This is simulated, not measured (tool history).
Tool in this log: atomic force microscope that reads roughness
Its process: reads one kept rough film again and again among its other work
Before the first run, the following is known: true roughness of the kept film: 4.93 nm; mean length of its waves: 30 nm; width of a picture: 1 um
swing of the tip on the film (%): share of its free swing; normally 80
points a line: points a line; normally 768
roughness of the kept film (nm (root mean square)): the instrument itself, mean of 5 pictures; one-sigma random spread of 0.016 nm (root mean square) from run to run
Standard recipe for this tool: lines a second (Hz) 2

| run | hour | lines a second (Hz) | swing of the tip on the film (%) | points a line | roughness of the kept film (nm (root mean square)) |
|---|---|---|---|---|---|
| 1 | 0 | 2 | 80 | 768 | 3.322 |
| 2 | 34.8 | 2 | 80 | 768 | 3.199 |
| 3 | 62.2 | 2 | 80 | 768 | 3.105 |
| 4 | 88.2 | 2 | 80 | 768 | 3.053 |
|  | 100.5 | new tip fitted |
| 5 | 124.2 | 2 | 80 | 768 | 3.814 |
| 6 | 147 | 2 | 80 | 768 | 3.716 |
| 7 | 186.6 | 2 | 80 | 768 | 3.544 |
| 8 | 218.1 | 0.69 | 80 | 768 | 3.728 |
| 9 | 258.4 | 0.69 | 80 | 768 | 3.585 |
| 10 | 281.8 | 0.69 | 80 | 768 | 3.537 |
| 11 | 322.6 | 0.69 | 80 | 768 | 3.392 |
|  | 354.3 | new tip fitted |
| 12 | 363.7 | 2 | 80 | 564 | 3.884 |
| 13 | 383.4 | 2 | 80 | 564 | 3.783 |
| 14 | 415.5 | 2 | 80 | 801 | 3.624 |
| 15 | 444.1 | 2 | 80 | 801 | 3.569 |
| 16 | 478.8 | 2 | 80 | 801 | 3.453 |
| 17 | 525.2 | 2 | 80 | 768 | 3.304 |
| 18 | 552.2 | 1.23 | 80 | 768 | 3.349 |
| 19 | 585.4 | 2 | 80 | 768 | 3.096 |
|  | 610.5 | new tip fitted |
| 20 | 615.8 | 2 | 81 | 768 | 3.879 |
| 21 | 647.3 | 2 | 81 | 768 | 3.77 |
| 22 | 695.5 | 2 | 81 | 579 | 3.538 |
| 23 | 739.5 | 2 | 80 | 768 | 3.416 |
| 24 | 771.6 | 2 | 80 | 768 | 3.336 |
| 25 | 809.7 | 2 | 79 | 768 | 3.212 |
| 26 | 849.1 | 2.1 | 80 | 768 | 3.067 |
|  | 865.1 | new tip fitted |
| 27 | 878.6 | 2.1 | 73 | 845 | 3.947 |
| 28 | 917.9 | 2.1 | 73 | 845 | 3.819 |
| 29 | 955.9 | 1.06 | 62 | 445 | 3.874 |
| 30 | 985 | 1.51 | 76 | 768 | 3.587 |
| 31 | 1021.7 | 1.77 | 76 | 768 | 3.39 |
| 32 | 1045.8 | 2 | 56 | 768 | 3.553 |
| 33 | 1088.1 | 2 | 73 | 768 | 3.22 |
|  | 1119.9 | new tip fitted |
| 34 | 1120.5 | 2 | 73 | 768 | 4.074 |
| 35 | 1146.1 | 2 | 73 | 768 | 4.015 |
| 36 | 1173.7 | 2 | 73 | 768 | 3.88 |
| 37 | 1202.5 | 1.46 | 88 | 768 | 3.576 |
| 38 | 1244 | 1.46 | 88 | 768 | 3.428 |
| 39 | 1272 | 1.29 | 63 | 264 | 3.626 |
| 40 | 1298.6 | 1.2 | 80 | 500 | 3.455 |
| 41 | 1344.6 | 1.2 | 80 | 500 | 3.274 |
| 42 | 1373.2 | 1.2 | 80 | 500 | 3.19 |
|  | 1377.2 | new tip fitted |
| 43 | 1401.1 | 1.2 | 80 | 500 | 4.008 |
| 44 | 1437 | 1.2 | 79 | 500 | 3.865 |
| 45 | 1476.6 | 1.2 | 79 | 500 | 3.751 |
| 46 | 1498.7 | 1.2 | 79 | 500 | 3.671 |
| 47 | 1536.1 | 1.2 | 76 | 838 | 3.562 |
| 48 | 1575.9 | 2 | 61 | 768 | 3.491 |
| 49 | 1610.5 | 2 | 61 | 768 | 3.417 |
|  | 1631.4 | new tip fitted |
| 50 | 1646.1 | 1.13 | 72 | 330 | 4.178 |

For run 51, what comes out?
| 51 | 1684.3 | 1.45 | 64 | 952 | ? |

{"run 51": {"roughness of the kept film (nm (root mean square))": 4.114}}
Had the tool carried no hidden state, the very same run would have given roughness of the kept film (nm (root mean square)) 4.303.
